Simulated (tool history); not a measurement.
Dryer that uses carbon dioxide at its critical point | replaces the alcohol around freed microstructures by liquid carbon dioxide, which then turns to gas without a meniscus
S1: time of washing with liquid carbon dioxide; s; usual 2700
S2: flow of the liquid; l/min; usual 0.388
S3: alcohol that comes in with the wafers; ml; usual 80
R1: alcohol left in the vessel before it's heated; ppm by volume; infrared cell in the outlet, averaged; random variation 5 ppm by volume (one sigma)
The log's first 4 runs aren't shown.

Run 5, hour 120.4: usual settings. Result: R1 118 ppm by volume.
Run 6, hour 149.3: usual settings. Result: R1 139 ppm by volume.
Run 7, hour 188.8: usual settings. Result: R1 154 ppm by volume.
Run 8, hour 227.4: usual settings but S3 21 ml. Result: R1 121 ppm by volume.
Run 9, hour 260.8: usual settings but S3 21 ml. Result: R1 121 ppm by volume.
Run 10, hour 282.5: usual settings. Result: R1 170 ppm by volume.
Run 11, hour 316.7: usual settings. Result: R1 175 ppm by volume.
Run 12, hour 355.8: usual settings but S2 0.355 l/min. Result: R1 227 ppm by volume.
Run 13, hour 376.4: usual settings. Result: R1 185 ppm by volume.
Run 14, hour 408.7: usual settings but S3 70 ml. Result: R1 193 ppm by volume.
Run 15, hour 434.4: usual settings but S3 70 ml. Result: R1 201 ppm by volume.
Run 16, hour 465.2: usual settings but S3 70 ml. Result: R1 215 ppm by volume.
Run 17, hour 492.6: usual settings but S3 70 ml. Result: R1 210 ppm by volume.
Run 18, hour 523.1: usual settings but S3 70 ml. Result: R1 218 ppm by volume.
Run 19, hour 545.7: usual settings but S3 70 ml. Result: R1 223 ppm by volume.
Run 20, hour 579.9: usual settings. Result: R1 243 ppm by volume.
Run 21, hour 600.4: usual settings. Result: R1 244 ppm by volume.
Run 22, hour 619.5: usual settings. Result: R1 248 ppm by volume.
Run 23, hour 650: usual settings but S1 2400 s, S2 0.375 l/min. Result: R1 367 ppm by volume.
At hour 681.3: inlet filter changed.
Run 24, hour 682.2: usual settings but S3 30 ml. Result: R1 203 ppm by volume.
Run 25, hour 707.6: usual settings but S3 30 ml. Result: R1 204 ppm by volume.

Forecast run 26:
Run 26, hour 742.7: usual settings but S3 30 ml. Result: R1 ?.

{"run 26": {"R1": 212}}
Without the tool's hidden state the same run would have given R1 17 ppm by volume.

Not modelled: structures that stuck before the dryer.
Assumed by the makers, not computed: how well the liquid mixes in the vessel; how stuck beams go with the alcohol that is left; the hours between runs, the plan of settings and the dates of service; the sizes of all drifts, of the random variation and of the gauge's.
